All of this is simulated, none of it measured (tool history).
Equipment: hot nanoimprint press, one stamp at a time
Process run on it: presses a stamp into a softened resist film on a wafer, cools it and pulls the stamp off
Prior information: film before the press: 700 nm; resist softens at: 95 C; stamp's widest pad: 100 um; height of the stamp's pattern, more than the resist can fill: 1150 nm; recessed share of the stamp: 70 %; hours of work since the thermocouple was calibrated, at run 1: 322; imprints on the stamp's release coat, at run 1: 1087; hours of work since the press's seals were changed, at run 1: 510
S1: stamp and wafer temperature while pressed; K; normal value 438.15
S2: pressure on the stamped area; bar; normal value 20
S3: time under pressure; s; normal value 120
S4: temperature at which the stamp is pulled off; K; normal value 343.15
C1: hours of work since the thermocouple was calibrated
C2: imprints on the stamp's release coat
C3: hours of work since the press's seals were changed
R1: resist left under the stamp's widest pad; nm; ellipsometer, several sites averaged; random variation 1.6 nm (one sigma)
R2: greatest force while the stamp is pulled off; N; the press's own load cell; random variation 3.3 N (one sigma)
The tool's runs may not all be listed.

Run 1, hour 0: usual settings; C1 322; C2 1087; C3 510. Result: R1 281.9 nm, R2 152 N.
Run 2, hour 15.1: usual settings but S1 430.15 K; C1 331; C2 1116; C3 518. Result: R1 377.6 nm, R2 163 N.
At hour 24.2: stamp cleaned and given a new release coat.
Run 3, hour 35.6: usual settings; C1 338; C2 22; C3 526. Result: R1 281.8 nm, R2 152 N.
Run 4, hour 51.5: usual settings but S4 337.15 K; C1 347; C2 52; C3 534. Result: R1 281.8 nm, R2 177 N.
Run 5, hour 75.2: usual settings but S4 337.15 K; C1 359; C2 98; C3 547. Result: R1 283.8 nm, R2 183 N.
Run 6, hour 98.9: usual settings; C1 372; C2 143; C3 559. Result: R1 284.4 nm, R2 156 N.
Run 7, hour 109.7: usual settings; C1 378; C2 164; C3 565. Result: R1 281.4 nm, R2 159 N.
Run 8, hour 125.5: usual settings; C1 386; C2 194; C3 573. Result: R1 285.3 nm, R2 153 N.
Run 9, hour 142.5: usual settings; C1 395; C2 227; C3 582. Result: R1 286.6 nm, R2 158 N.
Run 10, hour 164.1: usual settings; C1 407; C2 269; C3 594. Result: R1 289.4 nm, R2 157 N.
Run 11, hour 187.7: usual settings; C1 419; C2 314; C3 606. Result: R1 287.3 nm, R2 155 N.
Run 12, hour 202.4: usual settings but S2 18.6 bar; C1 427; C2 342; C3 614. Result: R1 290.7 nm, R2 156 N.
Run 13, hour 222.7: usual settings; C1 438; C2 381; C3 625. Result: R1 286.6 nm, R2 156 N.
Run 14, hour 238.9: usual settings; C1 446; C2 412; C3 634. Result: R1 285.3 nm, R2 157 N.
Run 15, hour 255.8: usual settings but S1 445.15 K, S2 12.7 bar, S4 338.15 K; C1 455; C2 445; C3 643. Result: R1 282.3 nm, R2 173 N.
Run 16, hour 267.8: usual settings but S2 31.3 bar; C1 462; C2 468; C3 649. Result: R1 230.4 nm, R2 153 N.
At hour 272.8: plate thermocouple calibrated.
Run 17, hour 292.2: usual settings but S1 431.15 K, S2 13.4 bar, S3 175 s; C1 10; C2 509; C3 660. Result: R1 379.2 nm, R2 159 N.
Run 18, hour 306.7: usual settings but S3 171 s, S4 329.15 K; C1 18; C2 537; C3 668. Result: R1 249.7 nm, R2 218 N.
Run 19, hour 318.1: usual settings but S3 171 s, S4 329.15 K; C1 24; C2 559; C3 674. Result: R1 248.2 nm, R2 210 N.
Run 20, hour 338.5: usual settings but S1 432.15 K, S4 344.15 K; C1 35; C2 598; C3 685. Result: R1 357.8 nm, R2 155 N.
Run 21, hour 358.6: usual settings but S1 432.15 K, S4 344.15 K; C1 46; C2 637; C3 696. Result: R1 355.6 nm, R2 156 N.
Run 22, hour 373.7: usual settings but S1 426.15 K; C1 54; C2 666; C3 704. Result: R1 439.1 nm, R2 155 N.
Run 23, hour 395.2: usual settings but S1 426.15 K; C1 65; C2 707; C3 715. Result: R1 438.4 nm, R2 157 N.
Run 24, hour 410.1: usual settings but S1 440.15 K, S4 332.15 K; C1 73; C2 736; C3 723. Result: R1 268.5 nm, R2 198 N.
Run 25, hour 430.1: usual settings but S1 448.15 K, S4 350.15 K; C1 84; C2 774; C3 734. Result: R1 203.9 nm, R2 129 N.
Run 26, hour 452.9: usual settings but S1 443.15 K, S2 29.2 bar, S4 334.15 K; C1 96; C2 818; C3 746. Result: R1 198.7 nm, R2 196 N.
Run 27, hour 463.2: usual settings but S1 443.15 K, S3 216 s; C1 101; C2 838; C3 751. Result: R1 188 nm, R2 157 N.

Alternative continuations, all from the tool just after run 27; predict every row:
At hour 480.5: press's hydraulic seals changed and the load cell set to zero.
Run A, hour 492.6: usual settings but S2 24.9 bar, S3 223 s; C1 113; C2 879; C3 6. Result: R1 ?, R2 ?.
At hour 480.5: press's hydraulic seals changed and the load cell set to zero.
Run B, hour 492.6: usual settings but S1 443.15 K, S3 150 s; C1 113; C2 879; C3 6. Result: R1 ?, R2 ?.
At hour 480.5: press's hydraulic seals changed and the load cell set to zero.
Run C, hour 492.6: usual settings but S1 443.15 K, S2 20.7 bar, S3 73 s; C1 113; C2 879; C3 6. Result: R1 ?, R2 ?.
At hour 480.5: press's hydraulic seals changed and the load cell set to zero.
Run D, hour 492.6: usual settings but S1 434.15 K; C1 113; C2 879; C3 6. Result: R1 ?, R2 ?.
At hour 480.5: press's hydraulic seals changed and the load cell set to zero.
Run E, hour 492.6: usual settings but S1 437.15 K, S3 216 s; C1 113; C2 879; C3 6. Result: R1 ?, R2 ?.

run     R1   R2
  A  198.6  157
  B  220.7  154
  C    293  153
  D  330.9  154
  E  237.9  166
With no hidden state in the tool, these same runs would have given:
run     R1   R2
  A  194.1  155
  B  215.8  152
  C  286.4  151
  D  323.5  152
  E  232.6  164
